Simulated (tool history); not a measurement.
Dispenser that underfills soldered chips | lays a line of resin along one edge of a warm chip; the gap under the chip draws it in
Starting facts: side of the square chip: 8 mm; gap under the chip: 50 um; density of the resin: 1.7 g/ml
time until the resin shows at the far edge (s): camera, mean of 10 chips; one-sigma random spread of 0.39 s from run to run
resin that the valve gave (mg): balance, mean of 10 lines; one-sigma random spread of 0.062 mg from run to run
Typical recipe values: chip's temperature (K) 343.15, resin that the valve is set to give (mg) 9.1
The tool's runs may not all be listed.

run   hour  chip's temperature (K)  resin that the valve is set to give (mg)  time until the resin shows at the far edge (s)  resin that the valve gave (mg)
  1      0                  343.15                                       9.1                                            27.4                            8.96
  2    5.7                  342.15                                       9.1                                            34.7                            9.01
  3   11.9                  350.15                                       9.1                                            28.9                            8.88
      13.3  -- new syringe of resin
  4   17.8                  350.15                                       9.1                                            21.9                            8.94
  5   27.3                  343.15                                       9.1                                            40.2                            8.82
      29.5  -- new syringe of resin
  6   37.2                  340.15                                       9.1                                            37.7                            8.72
  7   43.2                  340.15                                       9.1                                            46.1                            8.72
      45.8  -- new syringe of resin
  8   49.8                  340.15                                      8.11                                            33.9                            7.89
  9   57.5                  343.15                                       9.1                                            36.8                            8.79
        62  -- new syringe of resin
 10   63.6                  343.15                                       9.1                                            27.4                            8.66
 11   69.1                  343.15                                       9.1                                            33.1                             8.8
 12   76.9                  343.15                                     11.15                                            40.5                           10.61
      78.2  -- new syringe of resin
 13   84.1                  343.15                                       9.1                                            31.9                            8.65
 14   90.3                  343.15                                       9.1                                            37.7                            8.55
      94.4  -- new syringe of resin
 15   98.2                  343.15                                       9.1                                            30.7                            8.67
 16  105.2                  346.15                                       9.1                                            31.8                            8.49
     110.8  -- new syringe of resin
 17  110.9                  346.15                                       9.1                                            23.3                             8.6
 18  116.5                  343.15                                       9.1                                            31.8                            8.44
 19  122.3                  343.15                                       9.1                                            37.8                            8.39
       127  -- new syringe of resin
 20  127.8                  339.15                                     11.51                                            32.7                           10.74
 21  133.7                  339.15                                     11.51                                              39                            10.7
 22  140.7                  338.15                                      9.97                                            50.7                            9.22
       143  -- new syringe of resin
 23    145                  338.15                                      9.97                                            34.6                            9.19
 24  151.3                  329.15                                     10.99                                              67                           10.32
     156.4  -- dispensing valve cleaned and set on the balance
     160.2  -- new syringe of resin
 25  162.2                  343.15                                       8.9                                            27.8                            8.95
 26  171.8                  338.15                                      8.52                                            47.6                            8.56
     176.7  -- new syringe of resin
 27  177.6                  338.15                                      9.54                                            34.3                            9.56
 28  184.7                  339.15                                      7.82                                            41.2                            7.74
 29  189.6                  358.15                                      8.18                                            19.3                            8.17
     192.9  -- new syringe of resin
 30  196.7                  339.15                                     10.33                                            35.8                           10.18
 31  203.2                  339.15                                     10.33                                            43.7                           10.13
     208.9  -- new syringe of resin
 32  208.9                  345.15                                      9.02                                            23.3                            8.82
 33  213.6                  352.15                                      10.4                                            19.4                           10.21
 34  219.6                  339.15                                      9.71                                            43.5                            9.57
     225.1  -- new syringe of resin
 35  225.3                  339.15                                      9.71                                            33.4                            9.52

3 options for the next run, each taken on its own from the tool as it stands now. Forecast them:
  A  231.9                  350.15                                       8.8                                               ?                               ?
  B  231.9                  343.15                                     10.32                                               ?                               ?
  C  231.9                  343.15                                      10.3                                               ?                               ?

run  time until the resin shows at the far edge (s)  resin that the valve gave (mg)
  A                                            23.3                            8.61
  B                                            32.1                           10.09
  C                                            32.9                            9.96
Stripped of hidden state, with their random variation kept, the same runs would have yielded:
run  time until the resin shows at the far edge (s)  resin that the valve gave (mg)
  A                                            17.7                            8.85
  B                                            24.5                           10.37
  C                                            25.1                           10.24
